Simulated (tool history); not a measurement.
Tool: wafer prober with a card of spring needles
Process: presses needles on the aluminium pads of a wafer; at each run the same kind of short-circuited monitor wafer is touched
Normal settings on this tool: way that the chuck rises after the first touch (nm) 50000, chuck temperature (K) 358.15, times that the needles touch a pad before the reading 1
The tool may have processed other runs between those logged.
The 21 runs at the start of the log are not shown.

| run | day | way that the chuck rises after the first touch (nm) | chuck temperature (K) | times that the needles touch a pad before the reading | touches since the tips were cleaned | cleanings since the card got new needles | touches since the first contact's height was set | resistance of one needle with its contact and lead (mohm) | way that a needle slides on the pad (nm) |
|---|---|---|---|---|---|---|---|---|---|
|  | 25.500 | tips cleaned on abrasive film |
|  | 26.158 | tips cleaned on abrasive film |
| 22 | 26.688 | 50000 | 316.15 | 1 | 5398 | 79 | 105824 | 293 | 9720 |
|  | 26.779 | tips cleaned on abrasive film |
|  | 27.429 | tips cleaned on abrasive film |
|  | 28.033 | tips cleaned on abrasive film |
| 23 | 28.304 | 36000 | 358.15 | 2 | 2735 | 82 | 122155 | 303 | 6890 |
|  | 28.658 | tips cleaned on abrasive film |
|  | 29.279 | tips cleaned on abrasive film |
|  | 29.917 | tips cleaned on abrasive film |
| 24 | 30.088 | 36000 | 358.15 | 2 | 1742 | 85 | 140238 | 288 | 6740 |
|  | 30.508 | tips cleaned on abrasive film |
|  | 31.162 | tips cleaned on abrasive film |
| 25 | 31.342 | 36000 | 358.15 | 2 | 1824 | 87 | 152913 | 286 | 6750 |
|  | 31.729 | tips cleaned on abrasive film |
|  | 31.879 | height of the first contact set anew |
|  | 32.371 | tips cleaned on abrasive film |
| 26 | 32.504 | 63000 | 363.15 | 1 | 1343 | 89 | 6311 | 263 | 12570 |
|  | 32.983 | tips cleaned on abrasive film |
|  | 33.567 | tips cleaned on abrasive film |
|  | 34.250 | tips cleaned on abrasive film |
| 27 | 34.312 | 63000 | 363.15 | 1 | 653 | 92 | 24619 | 258 | 12550 |
|  | 34.921 | tips cleaned on abrasive film |
| 28 | 35.288 | 49000 | 358.15 | 1 | 3730 | 93 | 34497 | 295 | 9720 |
|  | 35.504 | tips cleaned on abrasive film |
|  | 36.146 | tips cleaned on abrasive film |
| 29 | 36.479 | 49000 | 358.15 | 1 | 3394 | 95 | 46567 | 297 | 9690 |
|  | 36.742 | tips cleaned on abrasive film |
| 30 | 37.271 | 49000 | 301.15 | 2 | 5396 | 96 | 54572 | 271 | 9650 |
|  | 37.350 | tips cleaned on abrasive film |
|  | 38.025 | tips cleaned on abrasive film |
| 31 | 38.412 | 49000 | 301.15 | 2 | 3937 | 98 | 66113 | 263 | 9600 |

What if the next run were any one of these 3? Each begins from the tool's condition after run 31:
|  | 38.679 | tips cleaned on abrasive film |
|  | 39.233 | tips cleaned on abrasive film |
|  | 39.846 | tips cleaned on abrasive film |
| A | 39.917 | 49000 | 301.15 | 2 | 727 | 101 | 81341 | ? | ? |
|  | 38.679 | tips cleaned on abrasive film |
|  | 39.233 | tips cleaned on abrasive film |
|  | 39.846 | tips cleaned on abrasive film |
| B | 39.917 | 63000 | 395.15 | 1 | 727 | 101 | 81341 | ? | ? |
|  | 38.679 | tips cleaned on abrasive film |
|  | 39.233 | tips cleaned on abrasive film |
|  | 39.846 | tips cleaned on abrasive film |
| C | 39.917 | 49000 | 301.15 | 3 | 727 | 101 | 81341 | ? | ? |

| run | resistance of one needle with its contact and lead (mohm) | way that a needle slides on the pad (nm) |
|---|---|---|
| A | 248 | 9550 |
| B | 269 | 12360 |
| C | 239 | 9540 |
Without the tool's hidden state the same runs would have given:
| run | resistance of one needle with its contact and lead (mohm) | way that a needle slides on the pad (nm) |
|---|---|---|
| A | 234 | 9780 |
| B | 257 | 12590 |
| C | 229 | 9770 |

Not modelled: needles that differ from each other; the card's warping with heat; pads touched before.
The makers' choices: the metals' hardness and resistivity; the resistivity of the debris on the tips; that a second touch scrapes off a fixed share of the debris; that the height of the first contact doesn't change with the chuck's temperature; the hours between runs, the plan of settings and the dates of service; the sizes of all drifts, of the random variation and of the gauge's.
